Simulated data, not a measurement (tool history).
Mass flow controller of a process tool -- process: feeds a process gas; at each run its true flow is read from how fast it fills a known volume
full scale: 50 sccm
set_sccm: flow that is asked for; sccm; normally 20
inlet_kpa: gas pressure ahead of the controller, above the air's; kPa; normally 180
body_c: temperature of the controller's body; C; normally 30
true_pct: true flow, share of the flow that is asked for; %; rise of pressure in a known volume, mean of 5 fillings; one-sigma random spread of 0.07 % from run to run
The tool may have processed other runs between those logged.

run 1 day=0.000 | set_sccm=20 inlet_kpa=180 body_c=30 | true_pct=98.96
run 2 day=8.008 | set_sccm=46 inlet_kpa=180 body_c=30 | true_pct=100.67
run 3 day=15.729 | set_sccm=46 inlet_kpa=180 body_c=30 | true_pct=100.63
run 4 day=20.029 | set_sccm=46 inlet_kpa=180 body_c=30 | true_pct=100.72
run 5 day=24.162 | set_sccm=20 inlet_kpa=180 body_c=30 | true_pct=99.18
run 6 day=28.879 | set_sccm=20 inlet_kpa=180 body_c=38 | true_pct=100.39
run 7 day=35.488 | set_sccm=20 inlet_kpa=180 body_c=38 | true_pct=100.48
run 8 day=41.200 | set_sccm=20 inlet_kpa=180 body_c=38 | true_pct=100.48
run 9 day=48.250 | set_sccm=48 inlet_kpa=180 body_c=38 | true_pct=102.08
run 10 day=57.192 | set_sccm=20 inlet_kpa=212 body_c=30 | true_pct=99.57
run 11 day=66.733 | set_sccm=20 inlet_kpa=180 body_c=30 | true_pct=99.84
run 12 day=71.771 | set_sccm=20 inlet_kpa=180 body_c=30 | true_pct=99.95
run 13 day=79.908 | set_sccm=20 inlet_kpa=180 body_c=30 | true_pct=100.07
run 14 day=85.417 | set_sccm=20 inlet_kpa=180 body_c=30 | true_pct=100.29
run 15 day=92.871 | set_sccm=32 inlet_kpa=180 body_c=30 | true_pct=100.97
run 16 day=102.625 | set_sccm=20 inlet_kpa=180 body_c=30 | true_pct=100.39
run 17 day=110.367 | set_sccm=11 inlet_kpa=180 body_c=30 | true_pct=99.92
run 18 day=115.788 | set_sccm=11 inlet_kpa=258 body_c=30 | true_pct=99.51
run 19 day=123.296 | set_sccm=11 inlet_kpa=258 body_c=30 | true_pct=99.61
run 20 day=131.700 | set_sccm=11 inlet_kpa=258 body_c=30 | true_pct=99.70
run 21 day=137.025 | set_sccm=23 inlet_kpa=180 body_c=30 | true_pct=101.03
run 22 day=142.167 | set_sccm=23 inlet_kpa=184 body_c=27 | true_pct=100.64
run 23 day=150.896 | set_sccm=30 inlet_kpa=267 body_c=24 | true_pct=100.38
run 24 day=158.296 | set_sccm=30 inlet_kpa=267 body_c=24 | true_pct=100.37
run 25 day=164.612 | set_sccm=30 inlet_kpa=267 body_c=24 | true_pct=100.48
run 26 day=169.267 | set_sccm=7 inlet_kpa=176 body_c=30 | true_pct=100.44
run 27 day=176.867 | set_sccm=10 inlet_kpa=142 body_c=32 | true_pct=101.35
run 28 day=181.538 | set_sccm=20 inlet_kpa=158 body_c=24 | true_pct=100.84
run 29 day=189.271 | set_sccm=20 inlet_kpa=158 body_c=24 | true_pct=101.11
run 30 day=198.292 | set_sccm=22 inlet_kpa=204 body_c=35 | true_pct=102.09
run 31 day=204.817 | set_sccm=20 inlet_kpa=204 body_c=35 | true_pct=102.19
run 32 day=213.767 | set_sccm=20 inlet_kpa=278 body_c=30 | true_pct=101.04
run 33 day=217.962 | set_sccm=20 inlet_kpa=278 body_c=30 | true_pct=98.28
run 34 day=224.083 | set_sccm=14 inlet_kpa=176 body_c=25 | true_pct=98.18
run 35 day=232.008 | set_sccm=14 inlet_kpa=176 body_c=25 | true_pct=98.29
run 36 day=241.817 | set_sccm=9 inlet_kpa=180 body_c=21 | true_pct=97.82
run 37 day=248.583 | set_sccm=9 inlet_kpa=180 body_c=21 | true_pct=97.83
run 38 day=256.829 | set_sccm=9 inlet_kpa=180 body_c=21 | true_pct=97.94
run 39 day=265.912 | set_sccm=37 inlet_kpa=202 body_c=30 | true_pct=100.58
run 40 day=273.021 | set_sccm=37 inlet_kpa=222 body_c=30 | true_pct=100.37
run 41 day=278.058 | set_sccm=14 inlet_kpa=242 body_c=25 | true_pct=98.45
run 42 day=287.708 | set_sccm=14 inlet_kpa=260 body_c=27 | true_pct=98.74

Missing from the log above: 2 entries noted between runs. For each, name the pair of listed runs it sits between and say how the tool's hidden condition differs from the listed run just before to the listed run just after:
From run 32 to run 33: gauge calibrated (day 215.692)
  drift of the gauge itself on true_pct, %: 2.85 -> 0.03
  the result without the hidden state subtracted from the measured one, true_pct: +2.80 -> +0.03 %
From run 35 to run 36: controller exchanged for a calibrated one (day 235.454)
  flow at rest that the sensor doesn't see, % of full scale: -0.006 -> 0; true flow over the shown one, %: 0.02 -> 0; drift of the gauge itself on true_pct, %: 0.22 -> 0.35
  the result without the hidden state subtracted from the measured one, true_pct: +0.21 -> +0.34 %
